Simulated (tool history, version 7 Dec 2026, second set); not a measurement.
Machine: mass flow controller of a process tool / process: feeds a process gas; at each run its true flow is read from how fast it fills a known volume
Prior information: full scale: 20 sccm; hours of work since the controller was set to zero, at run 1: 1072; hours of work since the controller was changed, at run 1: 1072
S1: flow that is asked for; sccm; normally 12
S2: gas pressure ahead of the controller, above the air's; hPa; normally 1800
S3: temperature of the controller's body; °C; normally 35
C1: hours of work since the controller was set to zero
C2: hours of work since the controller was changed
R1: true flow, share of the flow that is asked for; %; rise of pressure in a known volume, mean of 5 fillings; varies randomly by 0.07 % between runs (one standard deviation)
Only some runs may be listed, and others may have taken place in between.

| run | hour | S1 | S2 | S3 | C1 | C2 | R1 |
|---|---|---|---|---|---|---|---|
| 1 | 0.0 | 12 | 1800 | 35 | 1072 | 1072 | 98.78 |
| 2 | 71.9 | 12 | 1800 | 35 | 1102 | 1102 | 98.71 |
| 3 | 117.0 | 12 | 2280 | 35 | 1121 | 1121 | 99.03 |
| 4 | 160.8 | 12 | 2280 | 35 | 1139 | 1139 | 99.11 |
| 5 | 221.4 | 12 | 2280 | 35 | 1165 | 1165 | 99.02 |
| 6 | 297.6 | 12 | 2280 | 35 | 1196 | 1196 | 99.00 |
| 7 | 389.4 | 12 | 2280 | 35 | 1235 | 1235 | 99.06 |
| 8 | 459.4 | 12 | 2280 | 35 | 1264 | 1264 | 99.11 |
| 9 | 537.7 | 12 | 1800 | 34 | 1297 | 1297 | 99.02 |
| 10 | 587.7 | 12 | 1800 | 34 | 1317 | 1317 | 99.10 |
| 11 | 642.2 | 12 | 1800 | 35 | 1340 | 1340 | 98.80 |
| 12 | 708.9 | 12 | 1930 | 35 | 1368 | 1368 | 99.06 |
| 13 | 790.6 | 12 | 1930 | 35 | 1402 | 1402 | 99.03 |
| 14 | 877.0 | 12 | 1930 | 35 | 1438 | 1438 | 99.02 |
| 15 | 945.9 | 12 | 2780 | 35 | 1467 | 1467 | 99.51 |
| 16 | 1014.2 | 12 | 2780 | 35 | 1495 | 1495 | 99.29 |
| 17 | 1090.7 | 12 | 2780 | 35 | 1527 | 1527 | 99.37 |
| 18 | 1146.6 | 12 | 2780 | 35 | 1551 | 1551 | 99.51 |
| 19 | 1190.0 | 12 | 2780 | 35 | 1569 | 1569 | 99.46 |
| 20 | 1250.1 | 12 | 2780 | 35 | 1594 | 1594 | 99.53 |
| 21 | 1328.4 | 12 | 2780 | 35 | 1626 | 1626 | 99.56 |
| 22 | 1372.6 | 12 | 2780 | 35 | 1645 | 1645 | 99.52 |
| 23 | 1423.2 | 12 | 2780 | 35 | 1666 | 1666 | 99.55 |
| 24 | 1503.8 | 12 | 1800 | 35 | 1700 | 1700 | 99.29 |
| 25 | 1564.9 | 5 | 2620 | 23 | 1725 | 1725 | 100.48 |
| 26 | 1603.3 | 12 | 1770 | 35 | 1741 | 1741 | 99.36 |
| 27 | 1672.5 | 5 | 2370 | 27 | 1770 | 1770 | 100.12 |
| 28 | 1729.0 | 5 | 2370 | 27 | 1794 | 1794 | 100.09 |
| 29 | 1775.2 | 14 | 1570 | 35 | 1813 | 1813 | 99.57 |
| 30 | 1829.3 | 12 | 1800 | 35 | 1835 | 1835 | 99.42 |
| 31 | 1909.1 | 4 | 1800 | 28 | 1869 | 1869 | 100.28 |
| 32 | 1953.3 | 4 | 1580 | 23 | 1887 | 1887 | 100.64 |
| 33 | 2036.6 | 4 | 1580 | 23 | 1922 | 1922 | 100.75 |
| 34 | 2123.3 | 12 | 1930 | 21 | 1958 | 1958 | 101.00 |
| 35 | 2210.9 | 15 | 1800 | 36 | 1995 | 1995 | 99.74 |
| 36 | 2291.8 | 7 | 1910 | 36 | 2028 | 2028 | 99.20 |
| 37 | 2357.3 | 7 | 1650 | 29 | 2056 | 2056 | 99.99 |
| 38 | 2439.0 | 18 | 1800 | 35 | 2090 | 2090 | 100.23 |
| 39 | 2516.4 | 5 | 1800 | 27 | 2122 | 2122 | 100.31 |
| 40 | 2584.4 | 4 | 1550 | 23 | 2150 | 2150 | 101.04 |
| 41 | 2652.8 | 12 | 2170 | 23 | 2179 | 2179 | 101.15 |
| 42 | 2693.9 | 12 | 2170 | 23 | 2196 | 2196 | 100.95 |
| 43 | 2779.1 | 13 | 1660 | 29 | 2232 | 2232 | 100.39 |
| 44 | 2847.5 | 3 | 1690 | 32 | 2260 | 2260 | 100.93 |
| 45 | 2885.1 | 12 | 1460 | 28 | 2276 | 2276 | 100.25 |
| 46 | 2949.6 | 12 | 1460 | 28 | 2303 | 2303 | 100.34 |
| 47 | 3027.7 | 12 | 1460 | 28 | 2335 | 2335 | 100.40 |
| 48 | 3100.1 | 4 | 1800 | 35 | 2365 | 2365 | 100.33 |

Below, some changes in R1 between adjacent runs. For each, the amount present without the hidden state too (settings, incoming material, random variation) and the amount remaining for the hidden state with gauge scatter not shared by both compared results:
Hidden conditions of the tool in this case: flow at rest that the sensor doesn't see, % of full scale; true flow over the shown one, %; drift of the gauge itself on true_pct, %.
Run 24 -> 25: S1 12 -> 5, S2 1800 -> 2620, S3 35 -> 23. R1 +1.19 %: hidden state +0.85, all else +0.34.
Run 25 -> 26: S1 5 -> 12, S2 2620 -> 1770, S3 23 -> 35. R1 -1.12 %: hidden state -0.83, all else -0.29.
Run 34 -> 35: S1 12 -> 15, S2 1930 -> 1800, S3 21 -> 36. R1 -1.26 %: hidden state -0.11, all else -1.15.
Run 43 -> 44: S1 13 -> 3, S2 1660 -> 1690, S3 29 -> 32. R1 +0.54 %: hidden state +2.41, all else -1.87.
Run 44 -> 45: S1 3 -> 12, S2 1690 -> 1460, S3 32 -> 28. R1 -0.68 %: hidden state -2.32, all else +1.64.
Run 47 -> 48: S1 12 -> 4, S2 1460 -> 1800, S3 28 -> 35. R1 -0.07 %: hidden state +1.66, all else -1.73.

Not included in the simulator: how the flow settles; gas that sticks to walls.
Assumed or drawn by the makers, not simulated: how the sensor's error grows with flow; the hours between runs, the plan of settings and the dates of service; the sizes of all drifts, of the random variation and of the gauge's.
